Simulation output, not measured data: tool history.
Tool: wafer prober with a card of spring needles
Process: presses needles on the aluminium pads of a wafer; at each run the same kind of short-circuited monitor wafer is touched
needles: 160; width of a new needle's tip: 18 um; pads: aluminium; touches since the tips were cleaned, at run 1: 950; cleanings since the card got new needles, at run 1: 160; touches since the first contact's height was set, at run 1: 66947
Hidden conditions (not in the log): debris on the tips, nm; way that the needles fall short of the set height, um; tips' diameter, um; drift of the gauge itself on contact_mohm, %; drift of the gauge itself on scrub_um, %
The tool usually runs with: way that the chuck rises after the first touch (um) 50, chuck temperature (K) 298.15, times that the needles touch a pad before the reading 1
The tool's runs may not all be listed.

| run | hour | way that the chuck rises after the first touch (um) | chuck temperature (K) | times that the needles touch a pad before the reading | touches since the tips were cleaned | cleanings since the card got new needles | touches since the first contact's height was set | resistance of one needle with its contact and lead (mohm) | way that a needle slides on the pad (um) |
|---|---|---|---|---|---|---|---|---|---|
| 1 | 0.0 | 50 | 298.15 | 1 | 950 | 160 | 66947 | 258 | 11.58 |
|  | 19.3 | tips cleaned on abrasive film |
|  | 44.0 | tips cleaned on abrasive film |
| 2 | 56.7 | 50 | 298.15 | 2 | 4111 | 162 | 85236 | 258 | 11.60 |
|  | 66.0 | tips cleaned on abrasive film |
|  | 81.2 | height of the first contact set anew |
|  | 90.5 | tips cleaned on abrasive film |
|  | 110.5 | tips cleaned on abrasive film |
|  | 134.4 | tips cleaned on abrasive film |
| 3 | 148.8 | 50 | 298.15 | 2 | 4663 | 166 | 21785 | 256 | 11.51 |
|  | 158.1 | tips cleaned on abrasive film |
|  | 180.6 | tips cleaned on abrasive film |
|  | 204.5 | tips cleaned on abrasive film |
| 4 | 222.6 | 50 | 298.15 | 2 | 5882 | 169 | 45602 | 258 | 11.53 |
|  | 227.7 | tips cleaned on abrasive film |
|  | 250.4 | tips cleaned on abrasive film |
|  | 273.8 | tips cleaned on abrasive film |
|  | 293.8 | tips cleaned on abrasive film |
|  | 315.6 | tips cleaned on abrasive film |
| 5 | 315.6 | 50 | 298.15 | 1 | 0 | 174 | 75570 | 258 | 11.53 |
|  | 339.6 | tips cleaned on abrasive film |
|  | 364.0 | tips cleaned on abrasive film |
|  | 369.3 | height of the first contact set anew |
|  | 388.9 | tips cleaned on abrasive film |
| 6 | 404.8 | 50 | 298.15 | 1 | 5148 | 177 | 11481 | 255 | 11.47 |
|  | 409.8 | tips cleaned on abrasive film |
|  | 433.6 | tips cleaned on abrasive film |
|  | 453.6 | tips cleaned on abrasive film |
| 7 | 454.6 | 50 | 333.15 | 1 | 326 | 180 | 27506 | 270 | 11.46 |
|  | 474.6 | tips cleaned on abrasive film |
|  | 494.5 | tips cleaned on abrasive film |
|  | 518.5 | tips cleaned on abrasive film |
|  | 539.5 | tips cleaned on abrasive film |
| 8 | 539.5 | 50 | 298.15 | 1 | 0 | 184 | 54891 | 255 | 11.39 |
|  | 563.5 | tips cleaned on abrasive film |
|  | 583.5 | tips cleaned on abrasive film |
|  | 607.8 | tips cleaned on abrasive film |
| 9 | 625.4 | 49 | 298.15 | 1 | 5702 | 187 | 82603 | 258 | 11.15 |
|  | 630.4 | tips cleaned on abrasive film |
|  | 655.1 | tips cleaned on abrasive film |
|  | 655.4 | height of the first contact set anew |
|  | 679.4 | tips cleaned on abrasive film |
|  | 704.3 | tips cleaned on abrasive film |
| 10 | 712.5 | 51 | 306.15 | 2 | 2670 | 191 | 18443 | 257 | 11.63 |
|  | 727.2 | tips cleaned on abrasive film |
|  | 751.6 | tips cleaned on abrasive film |
|  | 771.6 | tips cleaned on abrasive film |
|  | 793.3 | tips cleaned on abrasive film |
| 11 | 793.3 | 51 | 302.15 | 2 | 0 | 195 | 44468 | 256 | 11.74 |
|  | 816.6 | tips cleaned on abrasive film |
|  | 838.5 | tips cleaned on abrasive film |
|  | 863.3 | tips cleaned on abrasive film |
| 12 | 881.3 | 51 | 302.15 | 2 | 5846 | 198 | 72879 | 259 | 11.59 |
|  | 885.5 | tips cleaned on abrasive film |
|  | 908.8 | tips cleaned on abrasive film |
|  | 931.7 | tips cleaned on abrasive film |
|  | 940.8 | height of the first contact set anew |
| 13 | 947.5 | 54 | 314.15 | 1 | 5018 | 201 | 2156 | 261 | 12.32 |
|  | 952.6 | tips cleaned on abrasive film |
|  | 977.5 | tips cleaned on abrasive film |
|  | 1002.4 | tips cleaned on abrasive film |
| 14 | 1004.3 | 54 | 314.15 | 1 | 597 | 204 | 20461 | 260 | 12.23 |
|  | 1023.1 | tips cleaned on abrasive film |
|  | 1047.6 | tips cleaned on abrasive film |
| 15 | 1060.1 | 50 | 370.15 | 1 | 4067 | 206 | 38482 | 278 | 11.32 |

A few steps of way that a needle slides on the pad (um) between consecutive runs. Split each: what settings, incoming material and random variation would produce without the hidden state, and what is left over for the hidden state, along with gauge scatter present in only one of the two compared results (measured, and without hidden state):
Run 9 -> 10: way that the chuck rises after the first touch (um) 49 -> 51, chuck temperature (K) 298.15 -> 306.15, times that the needles touch a pad before the reading 1 -> 2, tips cleaned on abrasive film, tips cleaned on abrasive film, height of the first contact set anew, tips cleaned on abrasive film, tips cleaned on abrasive film. way that a needle slides on the pad (um) +0.48: hidden state -0.03, all else +0.51.
Run 14 -> 15: way that the chuck rises after the first touch (um) 54 -> 50, chuck temperature (K) 314.15 -> 370.15, tips cleaned on abrasive film, tips cleaned on abrasive film. way that a needle slides on the pad (um) -0.91: hidden state +0.01, all else -0.92.
